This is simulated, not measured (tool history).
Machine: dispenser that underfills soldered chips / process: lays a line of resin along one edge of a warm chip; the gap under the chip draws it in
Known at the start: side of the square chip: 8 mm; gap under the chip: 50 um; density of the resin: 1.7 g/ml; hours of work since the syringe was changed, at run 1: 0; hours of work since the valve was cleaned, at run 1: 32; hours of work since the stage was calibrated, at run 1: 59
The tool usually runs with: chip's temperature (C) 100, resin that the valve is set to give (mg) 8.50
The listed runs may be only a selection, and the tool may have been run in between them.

run   hour  chip's temperature (C)  resin that the valve is set to give (mg)  hours of work since the syringe was changed  hours of work since the valve was cleaned  hours of work since the stage was calibrated  time until the resin shows at the far edge (s)  resin that the valve gave (mg)
  1    0.0                     100                                      8.50                                            0                                         32                                            59                                            18.9                            8.34
  2    5.8                     100                                      7.68                                            4                                         36                                            63                                            23.4                            7.42
       8.6  -- new syringe of resin
  3   12.7                     100                                      7.68                                            3                                         41                                            68                                            21.8                            7.38
      17.2  -- new syringe of resin
  4   17.3                      94                                      8.50                                            0                                         44                                            71                                            22.8                            8.16
  5   24.2                      94                                      8.50                                            5                                         50                                            76                                            29.7                            8.14
      26.1  -- new syringe of resin
  6   29.3                      94                                      8.50                                            2                                         53                                            80                                            24.8                            8.09
  7   33.5                      94                                      8.50                                            5                                         56                                            83                                            29.4                            8.09
      34.9  -- new syringe of resin
  8   40.7                     100                                      8.50                                            4                                         61                                            88                                            23.2                            8.03
      43.9  -- new syringe of resin
  9   46.6                     100                                      8.50                                            2                                         65                                            92                                            20.5                            8.00
 10   52.1                     100                                      8.50                                            6                                         69                                            96                                            24.7                            7.98
      52.8  -- new syringe of resin
 11   56.3                      96                                      8.50                                            3                                         72                                            99                                            24.7                            7.98
 12   59.9                      96                                      8.50                                            5                                         75                                           102                                            28.0                            8.02
      61.8  -- new syringe of resin
 13   65.1                      89                                      9.72                                            2                                         78                                           105                                            30.7                            9.19
 14   69.2                     113                                      7.34                                            5                                         81                                           108                                            16.6                            6.87
      70.6  -- new syringe of resin
      74.9  -- dispensing valve cleaned and set on the balance
 15   77.5                     113                                      7.34                                            4                                          2                                           113                                            16.0                            7.27
      80.5  -- new syringe of resin
 16   83.1                     114                                     10.18                                            2                                          6                                           117                                            12.7                           10.14
 17   87.8                      93                                      8.42                                            5                                          9                                           121                                            31.2                            8.40
      89.4  -- new syringe of resin
 18   92.6                     111                                      8.19                                            2                                         13                                           124                                            15.2                            8.13
      98.2  -- new syringe of resin
 19   99.3                     104                                      7.88                                            1                                         17                                           129                                            17.3                            7.80
 20  105.4                     104                                      7.88                                            5                                         22                                           133                                            21.9                            7.70
     107.2  -- new syringe of resin
 21  112.3                      98                                     10.15                                            4                                         27                                           138                                            24.5                            9.98
     116.1  -- new syringe of resin
 22  117.8                     101                                      7.53                                            1                                         30                                           142                                            19.6                            7.34
 23  122.4                     111                                     10.29                                            5                                         34                                           145                                            15.7                           10.06

Some steps in time until the resin shows at the far edge (s), run to run, broken into two amounts with sign: the step expected even without the hidden condition (settings, incoming material, random variation), and the rest, left for the hidden condition together with whatever gauge scatter is not in both the measured and the hidden-condition-free result:
Hidden state present: resin's viscosity, % of fresh resin's; dose that the valve gives, % of what is set; true chip temperature over the reading, C; drift of the gauge itself on fill_s, %; drift of the gauge itself on given_mg, %.
Run 4 -> 5: no setting changed, nothing entered. time until the resin shows at the far edge (s) +6.9: hidden state +6.4, all else +0.5.
Run 16 -> 17: chip's temperature (C) 114 -> 93, resin that the valve is set to give (mg) 10.18 -> 8.42. time until the resin shows at the far edge (s) +18.5: hidden state +6.2, all else +12.3.
Run 17 -> 18: chip's temperature (C) 93 -> 111, resin that the valve is set to give (mg) 8.42 -> 8.19, new syringe of resin. time until the resin shows at the far edge (s) -16.0: hidden state -5.6, all else -10.4.

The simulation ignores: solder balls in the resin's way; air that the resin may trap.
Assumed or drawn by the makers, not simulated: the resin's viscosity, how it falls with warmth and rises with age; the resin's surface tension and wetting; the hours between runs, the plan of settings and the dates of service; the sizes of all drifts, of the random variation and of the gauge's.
